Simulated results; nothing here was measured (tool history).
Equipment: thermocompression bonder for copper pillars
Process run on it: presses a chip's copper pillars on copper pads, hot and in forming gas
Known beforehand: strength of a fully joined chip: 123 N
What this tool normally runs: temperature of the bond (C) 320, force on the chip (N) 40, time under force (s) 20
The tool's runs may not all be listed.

run	hour	temperature of the bond (C)	force on the chip (N)	time under force (s)	force that shears a chip off (N)
1	0	320	40	20	63.7
2	23	320	40	20	63.6
3	33.9	320	40	15	57.8
4	47.9	320	40	20	63.5
5	63.5	320	40	27	68.7
6	74.1	320	40	27	69.9
7	97.4	320	40	34	73.6
8	114.8	320	40	20	63.6
9	140.3	320	40	20	62.1
10	163.6	320	40	20	62.1
11	181.2	320	40	20	62.2
# hour 184.2: forming gas filter changed
12	192.1	320	40	20	70
13	211.2	320	40	20	69.2
14	229.6	320	40	20	68.4
15	242.8	320	40	11	56.5
16	259.5	320	40	11	56.6
17	280.6	320	40	11	56.1
18	293.8	320	40	11	56.6
19	317	345	40	11	74.3
20	333.8	320	40	20	68
21	349.3	320	40	20	68.7
22	370.6	327	39	36	84.5
23	383.5	343	52	53	112.9
24	408	343	52	53	110.2
25	430.6	343	52	53	110.1
26	446.4	333	35	20	67.6
27	467.4	291	47	13	47
# hour 470.1: force cell calibrated
28	480.7	291	47	13	47.7
29	494.4	297	60	13	66.3
30	508.7	320	40	16	63.5
31	525.5	320	40	16	63.1
# hour 537.6: force cell calibrated, once more
32	549	336	35	56	87.4
33	569.1	336	35	56	88.4
34	590.1	350	30	28	72.9
35	610.2	306	33	20	42.8
36	622.4	320	37	33	68.1
37	643.5	320	38	33	69
38	661	339	42	10	64.1
39	675.9	291	42	11	35.1

5 ways to go on from here, each from the tool as it stands after run 39. What would each give?
A	686.6	298	30	21	?
B	686.6	291	36	34	?
C	686.6	291	45	19	?
D	686.6	328	29	11	?
E	686.6	325	42	11	?

run	force that shears a chip off (N)
A	34.5
B	45.8
C	47.3
D	39.8
E	56.6
Take away the tool's hidden state, keep each run's random variation, and the runs would have read:
run	force that shears a chip off (N)
A	35
B	46.8
C	48.4
D	40.9
E	58.8
